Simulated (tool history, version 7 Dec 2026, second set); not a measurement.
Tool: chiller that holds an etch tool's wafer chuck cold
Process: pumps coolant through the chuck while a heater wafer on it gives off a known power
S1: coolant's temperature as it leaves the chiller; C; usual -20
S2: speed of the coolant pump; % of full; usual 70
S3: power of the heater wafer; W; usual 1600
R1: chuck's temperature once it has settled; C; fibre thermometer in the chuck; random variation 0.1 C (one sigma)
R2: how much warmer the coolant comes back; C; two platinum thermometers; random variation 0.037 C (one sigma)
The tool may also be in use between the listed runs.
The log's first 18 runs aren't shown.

run 19 hour=1604.1 | S1=-25 S2=63 S3=1944 | R1=-4.3 R2=10.20
run 20 hour=1703.1 | S1=-25 S2=63 S3=1944 | R1=-4.0 R2=10.18
run 21 hour=1779.2 | S1=-25 S2=63 S3=1944 | R1=-4.2 R2=10.21
run 22 hour=1838.4 | S1=-27 S2=78 S3=1600 | R1=-12.8 R2=6.87
run 23 hour=1903.4 | S1=-27 S2=78 S3=1600 | R1=-12.7 R2=6.98
run 24 hour=1992.4 | S1=-20 S2=67 S3=2083 | R1=1.1 R2=10.32
run 25 hour=2047.8 | S1=-18 S2=67 S3=1023 | R1=-7.6 R2=5.21
run 26 hour=2142.1 | S1=-18 S2=67 S3=1023 | R1=-7.5 R2=5.25
run 27 hour=2222.5 | S1=-19 S2=77 S3=1600 | R1=-4.6 R2=7.04
-- hour=2288.8 coolant changed, channels flushed
run 28 hour=2321.8 | S1=-29 S2=70 S3=1068 | R1=-18.4 R2=5.22
-- hour=2365.8 chiller's thermometer calibrated
run 29 hour=2427.4 | S1=-17 S2=70 S3=2252 | R1=5.0 R2=10.71
run 30 hour=2527.1 | S1=-28 S2=70 S3=1516 | R1=-13.2 R2=7.39
run 31 hour=2641.6 | S1=-17 S2=93 S3=1516 | R1=-5.4 R2=5.63

4 ways to go on from here, each from the tool as it stands after run 31. What would each give?
run A hour=2712.5 | S1=-17 S2=63 S3=841 | R1=? R2=?
run B hour=2712.5 | S1=-21 S2=63 S3=807 | R1=? R2=?
run C hour=2712.5 | S1=-25 S2=70 S3=1600 | R1=? R2=?
run D hour=2712.5 | S1=-17 S2=60 S3=860 | R1=? R2=?

run=A R1=-8.0 R2=4.71
run=B R1=-12.5 R2=4.53
run=C R1=-9.3 R2=7.81
run=D R1=-7.2 R2=5.02
Without the tool's hidden state the same runs would have given:
run=A R1=-8.0 R2=4.31
run=B R1=-12.5 R2=4.13
run=C R1=-9.3 R2=7.41
run=D R1=-7.3 R2=4.62

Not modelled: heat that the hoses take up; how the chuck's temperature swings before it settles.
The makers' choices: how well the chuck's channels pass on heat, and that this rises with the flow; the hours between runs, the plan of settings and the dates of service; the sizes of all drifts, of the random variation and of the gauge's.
